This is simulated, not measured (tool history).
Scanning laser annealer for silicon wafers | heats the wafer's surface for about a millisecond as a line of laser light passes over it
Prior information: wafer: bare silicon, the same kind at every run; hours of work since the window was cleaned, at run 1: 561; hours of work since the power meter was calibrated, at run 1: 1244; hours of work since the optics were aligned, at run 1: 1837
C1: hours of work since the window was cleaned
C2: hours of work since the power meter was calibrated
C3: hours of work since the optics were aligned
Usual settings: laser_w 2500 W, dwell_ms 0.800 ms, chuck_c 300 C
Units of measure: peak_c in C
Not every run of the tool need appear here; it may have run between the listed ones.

run 1 day=0.000 | laser_w=2500 dwell_ms=0.800 chuck_c=300 | C1=561 C2=1244 C3=1837 | peak_c=1037
run 2 day=1.462 | laser_w=2513 dwell_ms=0.800 chuck_c=300 | C1=584 C2=1267 C3=1860 | peak_c=1039
-- day=3.396 optics aligned, line set to its width
run 3 day=3.396 | laser_w=2513 dwell_ms=0.800 chuck_c=300 | C1=611 C2=1294 C3=0 | peak_c=1059
run 4 day=4.442 | laser_w=2500 dwell_ms=0.800 chuck_c=300 | C1=628 C2=1310 C3=16 | peak_c=1053
run 5 day=5.554 | laser_w=2500 dwell_ms=0.919 chuck_c=300 | C1=645 C2=1328 C3=34 | peak_c=1114
run 6 day=7.612 | laser_w=2500 dwell_ms=0.800 chuck_c=300 | C1=677 C2=1360 C3=66 | peak_c=1047
run 7 day=9.238 | laser_w=2500 dwell_ms=0.800 chuck_c=300 | C1=703 C2=1386 C3=92 | peak_c=1047
run 8 day=10.575 | laser_w=2500 dwell_ms=0.800 chuck_c=300 | C1=724 C2=1407 C3=113 | peak_c=1046
-- day=12.288 window over the wafer cleaned
run 9 day=12.592 | laser_w=2352 dwell_ms=0.800 chuck_c=300 | C1=5 C2=1437 C3=143 | peak_c=1020
run 10 day=14.688 | laser_w=2352 dwell_ms=0.800 chuck_c=300 | C1=38 C2=1470 C3=176 | peak_c=1016
run 11 day=15.929 | laser_w=2463 dwell_ms=0.800 chuck_c=300 | C1=57 C2=1490 C3=196 | peak_c=1060
run 12 day=18.004 | laser_w=2463 dwell_ms=0.800 chuck_c=300 | C1=90 C2=1522 C3=228 | peak_c=1057
run 13 day=19.771 | laser_w=2463 dwell_ms=0.800 chuck_c=300 | C1=118 C2=1550 C3=256 | peak_c=1053
run 14 day=21.558 | laser_w=2587 dwell_ms=0.800 chuck_c=300 | C1=146 C2=1578 C3=284 | peak_c=1101
run 15 day=22.608 | laser_w=2587 dwell_ms=0.800 chuck_c=300 | C1=162 C2=1595 C3=301 | peak_c=1101
run 16 day=23.512 | laser_w=2587 dwell_ms=0.800 chuck_c=300 | C1=176 C2=1609 C3=315 | peak_c=1100
run 17 day=25.308 | laser_w=2587 dwell_ms=0.800 chuck_c=300 | C1=205 C2=1637 C3=343 | peak_c=1094
run 18 day=26.754 | laser_w=2500 dwell_ms=0.800 chuck_c=300 | C1=227 C2=1660 C3=366 | peak_c=1061
run 19 day=28.125 | laser_w=2500 dwell_ms=0.800 chuck_c=319 | C1=249 C2=1681 C3=387 | peak_c=1079
run 20 day=29.829 | laser_w=2500 dwell_ms=0.800 chuck_c=319 | C1=276 C2=1708 C3=414 | peak_c=1078
run 21 day=30.942 | laser_w=2500 dwell_ms=0.800 chuck_c=319 | C1=293 C2=1726 C3=431 | peak_c=1077
run 22 day=32.958 | laser_w=2500 dwell_ms=0.998 chuck_c=300 | C1=325 C2=1757 C3=463 | peak_c=1161
run 23 day=34.796 | laser_w=2500 dwell_ms=0.635 chuck_c=300 | C1=354 C2=1786 C3=492 | peak_c=957
run 24 day=36.538 | laser_w=2154 dwell_ms=0.806 chuck_c=279 | C1=381 C2=1813 C3=519 | peak_c=902
run 25 day=38.371 | laser_w=2263 dwell_ms=0.806 chuck_c=279 | C1=410 C2=1842 C3=548 | peak_c=942
run 26 day=39.954 | laser_w=2699 dwell_ms=0.721 chuck_c=279 | C1=435 C2=1867 C3=573 | peak_c=1055
run 27 day=42.108 | laser_w=2225 dwell_ms=0.721 chuck_c=279 | C1=468 C2=1901 C3=607 | peak_c=883
run 28 day=43.304 | laser_w=2171 dwell_ms=0.888 chuck_c=298 | C1=487 C2=1920 C3=626 | peak_c=962
run 29 day=44.942 | laser_w=2223 dwell_ms=0.888 chuck_c=298 | C1=513 C2=1945 C3=651 | peak_c=980
run 30 day=46.425 | laser_w=2520 dwell_ms=0.800 chuck_c=329 | C1=536 C2=1969 C3=675 | peak_c=1074
run 31 day=48.062 | laser_w=2500 dwell_ms=0.800 chuck_c=302 | C1=562 C2=1995 C3=700 | peak_c=1042
run 32 day=49.450 | laser_w=2500 dwell_ms=0.800 chuck_c=302 | C1=584 C2=2016 C3=722 | peak_c=1040
run 33 day=51.412 | laser_w=2584 dwell_ms=0.903 chuck_c=324 | C1=615 C2=2047 C3=753 | peak_c=1150
run 34 day=53.329 | laser_w=2500 dwell_ms=0.827 chuck_c=333 | C1=645 C2=2077 C3=783 | peak_c=1078
run 35 day=55.179 | laser_w=2500 dwell_ms=0.827 chuck_c=333 | C1=674 C2=2106 C3=812 | peak_c=1080
run 36 day=56.529 | laser_w=2462 dwell_ms=0.827 chuck_c=297 | C1=695 C2=2127 C3=833 | peak_c=1029
run 37 day=58.162 | laser_w=2500 dwell_ms=0.800 chuck_c=286 | C1=721 C2=2153 C3=859 | peak_c=1017
run 38 day=59.454 | laser_w=2677 dwell_ms=0.800 chuck_c=269 | C1=741 C2=2173 C3=879 | peak_c=1065
-- day=60.008 window over the wafer cleaned
run 39 day=61.121 | laser_w=2677 dwell_ms=0.800 chuck_c=269 | C1=18 C2=2198 C3=904 | peak_c=1103
run 40 day=62.004 | laser_w=2500 dwell_ms=0.645 chuck_c=284 | C1=31 C2=2212 C3=918 | peak_c=950

The same runs without the tool's hidden state, with the same run-to-run variation:
Unlogged tool condition in this case: light that passes the window, % of a clean one's; laser's true power over the reading, %; width of the line over the set one, %; drift of the gauge itself on peak_c, C.
run=1 peak_c=1096
run=2 peak_c=1100
run=3 peak_c=1099
run=4 peak_c=1094
run=5 peak_c=1160
run=6 peak_c=1091
run=7 peak_c=1093
run=8 peak_c=1093
run=9 peak_c=1036
run=10 peak_c=1034
run=11 peak_c=1080
run=12 peak_c=1079
run=13 peak_c=1076
run=14 peak_c=1128
run=15 peak_c=1129
run=16 peak_c=1129
run=17 peak_c=1125
run=18 peak_c=1093
run=19 peak_c=1112
run=20 peak_c=1113
run=21 peak_c=1113
run=22 peak_c=1204
run=23 peak_c=993
run=24 peak_c=938
run=25 peak_c=981
run=26 peak_c=1102
run=27 peak_c=922
run=28 peak_c=1006
run=29 peak_c=1027
run=30 peak_c=1128
run=31 peak_c=1097
run=32 peak_c=1096
run=33 peak_c=1215
run=34 peak_c=1139
run=35 peak_c=1143
run=36 peak_c=1092
run=37 peak_c=1082
run=38 peak_c=1137
run=39 peak_c=1136
run=40 peak_c=978
